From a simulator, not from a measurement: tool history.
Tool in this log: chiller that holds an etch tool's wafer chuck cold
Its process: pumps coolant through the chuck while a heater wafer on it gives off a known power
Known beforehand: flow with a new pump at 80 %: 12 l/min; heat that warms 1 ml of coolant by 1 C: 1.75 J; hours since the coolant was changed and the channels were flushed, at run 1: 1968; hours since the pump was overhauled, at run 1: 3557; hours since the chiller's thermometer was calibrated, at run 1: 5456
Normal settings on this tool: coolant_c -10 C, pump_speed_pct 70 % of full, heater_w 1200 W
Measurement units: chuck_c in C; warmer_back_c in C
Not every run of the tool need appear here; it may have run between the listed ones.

| run | day | coolant_c | pump_speed_pct | heater_w | hours since the coolant was changed and the channels were flushed | hours since the pump was overhauled | hours since the chiller's thermometer was calibrated | chuck_c | warmer_back_c |
|---|---|---|---|---|---|---|---|---|---|
| 1 | 0.000 | -10 | 70 | 1200 | 1968 | 3557 | 5456 | 2.2 | 4.22 |
| 2 | 2.417 | -10 | 70 | 1200 | 2026 | 3615 | 5514 | 2.2 | 4.21 |
| 3 | 5.121 | -10 | 70 | 1200 | 2091 | 3680 | 5579 | 2.2 | 4.19 |
| 4 | 9.875 | -10 | 70 | 1200 | 2205 | 3794 | 5693 | 2.3 | 4.13 |
|  | 10.196 | chiller's thermometer calibrated |
|  | 10.700 | coolant pump overhauled |
| 5 | 14.650 | -10 | 70 | 1200 | 2314 | 95 | 102 | 2.8 | 3.94 |
| 6 | 17.929 | -10 | 70 | 1200 | 2393 | 173 | 181 | 2.8 | 3.98 |
| 7 | 21.996 | -10 | 70 | 829 | 2490 | 271 | 278 | -1.3 | 2.74 |
| 8 | 26.904 | -10 | 70 | 829 | 2608 | 389 | 396 | -1.2 | 2.76 |
| 9 | 32.804 | -15 | 70 | 829 | 2750 | 530 | 538 | -6.4 | 2.75 |
| 10 | 36.433 | -4 | 70 | 1200 | 2837 | 618 | 625 | 8.9 | 4.00 |
| 11 | 41.038 | -4 | 70 | 1200 | 2947 | 728 | 735 | 9.1 | 4.02 |
| 12 | 44.300 | -4 | 70 | 1200 | 3026 | 806 | 813 | 9.1 | 4.02 |
| 13 | 48.804 | -4 | 70 | 1200 | 3134 | 915 | 922 | 9.1 | 4.05 |
| 14 | 54.483 | -4 | 70 | 1200 | 3270 | 1051 | 1058 | 9.4 | 4.04 |
| 15 | 59.946 | -10 | 70 | 1041 | 3401 | 1182 | 1189 | 1.5 | 3.52 |
| 16 | 63.575 | -14 | 64 | 698 | 3488 | 1269 | 1276 | -5.8 | 2.58 |
| 17 | 68.742 | -9 | 64 | 980 | 3612 | 1393 | 1400 | 3.0 | 3.65 |
| 18 | 74.654 | -8 | 79 | 711 | 3754 | 1535 | 1542 | -0.9 | 2.16 |
| 19 | 79.329 | -10 | 68 | 1509 | 3866 | 1647 | 1654 | 7.4 | 5.26 |
| 20 | 82.800 | -10 | 68 | 1509 | 3950 | 1730 | 1737 | 7.9 | 5.30 |
| 21 | 88.042 | -10 | 97 | 1359 | 4075 | 1856 | 1863 | 2.5 | 3.25 |
| 22 | 92.988 | -18 | 97 | 1204 | 4194 | 1975 | 1982 | -7.0 | 2.91 |
| 23 | 97.429 | -18 | 97 | 705 | 4301 | 2081 | 2089 | -11.8 | 1.71 |
| 24 | 103.300 | -18 | 97 | 635 | 4442 | 2222 | 2229 | -12.1 | 1.53 |
|  | 107.192 | coolant changed, channels flushed |
| 25 | 108.771 | -9 | 78 | 635 | 38 | 2348 | 2355 | -3.6 | 1.94 |
| 26 | 112.450 | -13 | 67 | 635 | 126 | 2436 | 2443 | -7.0 | 2.28 |
| 27 | 115.017 | -14 | 67 | 1195 | 188 | 2498 | 2505 | -2.1 | 4.32 |
| 28 | 118.883 | -4 | 70 | 1382 | 281 | 2590 | 2597 | 9.3 | 4.77 |
| 29 | 123.329 | -5 | 70 | 1200 | 387 | 2697 | 2704 | 6.6 | 4.17 |
| 30 | 128.142 | -18 | 76 | 1200 | 503 | 2813 | 2820 | -7.0 | 3.81 |

Alternative continuations, all from the tool just after run 30; predict every row:
| A | 132.583 | -18 | 76 | 825 | 609 | 2919 | 2926 | ? | ? |
| B | 132.583 | -10 | 97 | 1200 | 609 | 2919 | 2926 | ? | ? |
| C | 132.583 | -10 | 99 | 1200 | 609 | 2919 | 2926 | ? | ? |

| run | chuck_c | warmer_back_c |
|---|---|---|
| A | -10.6 | 2.57 |
| B | -0.9 | 2.93 |
| C | -1.1 | 2.88 |
Without the tool's unlogged condition, the same runs would have read:
| run | chuck_c | warmer_back_c |
|---|---|---|
| A | -10.6 | 2.43 |
| B | -1.0 | 2.78 |
| C | -1.2 | 2.73 |

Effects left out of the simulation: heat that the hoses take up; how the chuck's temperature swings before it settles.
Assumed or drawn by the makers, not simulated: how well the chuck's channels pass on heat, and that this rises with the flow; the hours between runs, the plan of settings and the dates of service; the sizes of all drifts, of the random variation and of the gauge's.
